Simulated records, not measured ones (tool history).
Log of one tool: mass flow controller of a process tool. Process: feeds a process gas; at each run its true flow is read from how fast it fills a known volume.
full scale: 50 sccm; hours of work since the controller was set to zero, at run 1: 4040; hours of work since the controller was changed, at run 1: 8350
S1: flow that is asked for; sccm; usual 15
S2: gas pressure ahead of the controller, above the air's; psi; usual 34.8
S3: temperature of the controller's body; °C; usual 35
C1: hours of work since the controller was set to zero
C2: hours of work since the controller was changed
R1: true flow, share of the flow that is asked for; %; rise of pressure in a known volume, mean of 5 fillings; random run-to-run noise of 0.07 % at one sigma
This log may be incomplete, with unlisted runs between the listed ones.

{"run": 1, "hour": 0.0, "S1": 15, "S2": 34.8, "S3": 35, "C1": 4040, "C2": 8350, "R1": 91.8}
{"run": 2, "hour": 395.9, "S1": 15, "S2": 34.8, "S3": 21, "C1": 4229, "C2": 8538, "R1": 93.25}
{"hour": 530.7, "done": "controller's zero set anew"}
{"run": 3, "hour": 740.3, "S1": 15, "S2": 34.8, "S3": 21, "C1": 100, "C2": 8702, "R1": 91.24}
{"run": 4, "hour": 1188.6, "S1": 11, "S2": 34.8, "S3": 35, "C1": 313, "C2": 8915, "R1": 87.16}
{"run": 5, "hour": 1494.9, "S1": 15, "S2": 34.7, "S3": 35, "C1": 459, "C2": 9061, "R1": 89.35}
{"run": 6, "hour": 1733.5, "S1": 15, "S2": 34.7, "S3": 35, "C1": 572, "C2": 9174, "R1": 89.35}
{"run": 7, "hour": 2010.0, "S1": 15, "S2": 34.7, "S3": 35, "C1": 704, "C2": 9306, "R1": 89.22}
{"run": 8, "hour": 2259.2, "S1": 17, "S2": 29.4, "S3": 35, "C1": 822, "C2": 9424, "R1": 89.99}
{"run": 9, "hour": 2629.3, "S1": 13, "S2": 29.2, "S3": 35, "C1": 998, "C2": 9600, "R1": 88.08}

Forecast run 10:
{"hour": 2772.6, "done": "controller's zero set anew, once more"}
{"run": 10, "hour": 2863.9, "S1": 48, "S2": 31.2, "S3": 40, "C1": 43, "C2": 9712, "R1": "?"}

Run 10 produced R1 96.1 %.
Minus the tool's unlogged condition, the same run would have read R1 98.06 %.

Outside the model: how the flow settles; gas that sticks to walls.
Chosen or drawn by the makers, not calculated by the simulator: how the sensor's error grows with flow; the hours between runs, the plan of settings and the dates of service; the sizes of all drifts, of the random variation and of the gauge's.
